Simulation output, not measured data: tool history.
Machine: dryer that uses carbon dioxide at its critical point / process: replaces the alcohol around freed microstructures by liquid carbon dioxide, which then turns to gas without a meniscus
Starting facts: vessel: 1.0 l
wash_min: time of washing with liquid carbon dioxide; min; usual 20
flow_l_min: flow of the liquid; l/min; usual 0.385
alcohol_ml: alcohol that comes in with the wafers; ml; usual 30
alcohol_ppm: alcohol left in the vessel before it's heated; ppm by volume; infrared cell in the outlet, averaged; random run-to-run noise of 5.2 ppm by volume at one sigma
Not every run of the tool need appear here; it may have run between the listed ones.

run 1 hour=0 | wash_min=20 flow_l_min=0.385 alcohol_ml=30 | alcohol_ppm=175
run 2 hour=11.1 | wash_min=19 flow_l_min=0.385 alcohol_ml=30 | alcohol_ppm=221
run 3 hour=21.4 | wash_min=20 flow_l_min=0.385 alcohol_ml=26 | alcohol_ppm=158
run 4 hour=37.3 | wash_min=20 flow_l_min=0.385 alcohol_ml=26 | alcohol_ppm=166
run 5 hour=48.2 | wash_min=20 flow_l_min=0.385 alcohol_ml=26 | alcohol_ppm=165
run 6 hour=62.5 | wash_min=20 flow_l_min=0.385 alcohol_ml=26 | alcohol_ppm=161
run 7 hour=77.3 | wash_min=20 flow_l_min=0.385 alcohol_ml=30 | alcohol_ppm=185
run 8 hour=90.5 | wash_min=21 flow_l_min=0.32 alcohol_ml=30 | alcohol_ppm=312
run 9 hour=104.4 | wash_min=21 flow_l_min=0.32 alcohol_ml=30 | alcohol_ppm=310
run 10 hour=115.7 | wash_min=15 flow_l_min=0.274 alcohol_ml=94 | alcohol_ppm=5087
run 11 hour=124.5 | wash_min=15 flow_l_min=0.274 alcohol_ml=94 | alcohol_ppm=5152
run 12 hour=139.8 | wash_min=20 flow_l_min=0.385 alcohol_ml=41 | alcohol_ppm=252
run 13 hour=148.6 | wash_min=20 flow_l_min=0.385 alcohol_ml=41 | alcohol_ppm=257
run 14 hour=162.6 | wash_min=20 flow_l_min=0.385 alcohol_ml=41 | alcohol_ppm=254

4 ways to go on from here, each from the tool as it stands after run 14. What would each give?
run A hour=176.3 | wash_min=20 flow_l_min=0.548 alcohol_ml=25 | alcohol_ppm=?
run B hour=176.3 | wash_min=25 flow_l_min=0.401 alcohol_ml=30 | alcohol_ppm=?
run C hour=176.3 | wash_min=20 flow_l_min=0.498 alcohol_ml=67 | alcohol_ppm=?
run D hour=176.3 | wash_min=20 flow_l_min=0.385 alcohol_ml=44 | alcohol_ppm=?

run=A alcohol_ppm=76
run=B alcohol_ppm=90
run=C alcohol_ppm=133
run=D alcohol_ppm=267
With the hidden condition removed and each run's random variation left untouched, the same runs would have given:
run=A alcohol_ppm=13
run=B alcohol_ppm=20
run=C alcohol_ppm=49
run=D alcohol_ppm=153
